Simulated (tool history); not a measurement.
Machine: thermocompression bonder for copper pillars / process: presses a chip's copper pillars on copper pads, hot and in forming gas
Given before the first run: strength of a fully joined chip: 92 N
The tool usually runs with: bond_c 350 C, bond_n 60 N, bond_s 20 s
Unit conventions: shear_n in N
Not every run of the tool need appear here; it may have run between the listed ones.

run,hour,bond_c,bond_n,bond_s,shear_n
1,0.0,350,60,20,55.3
2,22.2,350,60,20,55.8
3,49.3,337,60,20,49.8
4,67.0,350,60,20,55.1
5,89.3,350,60,20,55.8
6,110.8,350,60,20,54.2
7,130.6,350,60,20,54.1
8,156.8,350,60,20,53.9
9,184.6,350,60,20,53.9
10,200.8,350,60,20,53.1
11,227.8,350,63,20,52.9
12,253.7,350,63,20,53.8
13,284.9,350,63,20,52.1
14,313.8,350,51,10,38.0
# hour 320.7: forming gas filter changed
15,330.8,342,46,22,48.9
16,352.8,339,49,23,49.3
# hour 357.0: heater calibrated with a thermocouple chip
17,371.3,350,86,20,60.8

The next listed run, before its measurement:
18,403.2,369,49,20,?

shear_n: 57.9 N
Without the tool's hidden state the same run would have given shear_n 61.2 N.
